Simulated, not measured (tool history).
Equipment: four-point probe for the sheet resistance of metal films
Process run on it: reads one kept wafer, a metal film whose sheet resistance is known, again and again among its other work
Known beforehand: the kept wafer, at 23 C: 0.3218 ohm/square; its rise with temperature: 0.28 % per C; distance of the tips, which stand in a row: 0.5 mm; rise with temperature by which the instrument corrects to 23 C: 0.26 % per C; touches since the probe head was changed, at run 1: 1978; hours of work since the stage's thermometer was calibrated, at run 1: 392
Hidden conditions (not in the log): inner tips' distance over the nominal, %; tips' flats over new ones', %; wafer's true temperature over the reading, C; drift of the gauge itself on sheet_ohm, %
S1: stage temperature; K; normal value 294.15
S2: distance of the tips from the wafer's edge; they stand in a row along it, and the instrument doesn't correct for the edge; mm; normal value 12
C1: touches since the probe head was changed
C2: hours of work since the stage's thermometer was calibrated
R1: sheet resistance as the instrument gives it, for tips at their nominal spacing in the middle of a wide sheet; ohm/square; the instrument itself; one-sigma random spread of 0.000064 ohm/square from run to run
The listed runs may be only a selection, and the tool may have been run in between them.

run	hour	S1	S2	C1	C2	R1
1	0	294.15	12	1978	392	0.322465
2	25.2	294.15	12	3224	405	0.322496
3	42.9	294.15	12	4098	415	0.322373
4	55	301.15	12	4692	422	0.322839
5	73.8	301.15	12	5624	432	0.322931
6	94.6	301.15	12	6647	444	0.322736
7	123.2	294.15	6	8060	460	0.323457
8	143.3	294.15	12	9054	471	0.32247
9	166.6	294.15	12	10203	484	0.322537
10	183.8	294.15	12	11054	493	0.322562
11	198.2	294.15	12	11766	501	0.32256
12	213.8	294.15	12	12532	510	0.322687
13	242.6	294.15	12	13958	526	0.322445
14	264.6	294.15	12	15042	538	0.322664
15	287.2	294.15	12	16161	551	0.322776
16	303.9	294.15	12	16982	560	0.322821
17	325.9	303.15	12	18069	572	0.323269
18	343.1	303.15	12	18920	582	0.323261
19	367	294.15	12	20099	595	0.322757
20	393.1	294.15	11	21389	609	0.32291
21	408.7	294.15	12	22156	618	0.323036
22	428.6	294.15	43	23140	629	0.322549
23	441.3	294.15	43	23768	636	0.322516
24	461.6	302.15	43	24767	647	0.323081
25	484.3	302.15	43	25890	660	0.323005
26	511.2	302.15	68	27218	675	0.323032
27	529.5	293.15	3	28119	685	0.327338
28	557.5	293.15	3	29506	700	0.327339
29	578.7	294.15	21	30552	712	0.322765
30	591.8	294.15	21	31199	719	0.322788
# hour 594.8: stage's thermometer calibrated
31	610.2	304.15	12	32083	9	0.323477
32	635.2	294.15	16	33313	22	0.322971
33	654.1	300.15	13	34248	33	0.32314
34	679.8	292.15	39	35519	47	0.322671
# hour 683.3: stage's thermometer calibrated, once more
35	707.7	308.15	16	36870	14	0.323945
36	724.1	294.15	19	37679	23	0.323199
37	738.8	294.15	19	38406	31	0.32315
38	758.6	294.15	19	39382	42	0.323211
39	777.8	307.15	10	40333	52	0.324142
40	802.9	307.15	10	41571	66	0.324034
41	819.4	307.15	9	42384	75	0.324331
42	845.6	307.15	9	43679	90	0.324256
43	865.9	294.15	12	44680	101	0.32354
44	888.2	303.15	59	45783	113	0.323653

Results for each run, recomputed without the tool's hidden state and with each run's random variation untouched:
run	R1
1	0.32208
2	0.322085
3	0.321944
4	0.322395
5	0.322468
6	0.32225
7	0.322942
8	0.321937
9	0.32198
10	0.321988
11	0.321973
12	0.322083
13	0.321811
14	0.322005
15	0.322093
16	0.32212
17	0.322541
18	0.322515
19	0.321992
20	0.322115
21	0.322226
22	0.321718
23	0.321675
24	0.322213
25	0.322112
26	0.322111
27	0.326389
28	0.32636
29	0.321775
30	0.321787
31	0.322514
32	0.321989
33	0.322133
34	0.321643
35	0.322656
36	0.321894
37	0.321831
38	0.321869
39	0.322778
40	0.322643
41	0.322921
42	0.322818
43	0.322082
44	0.32217
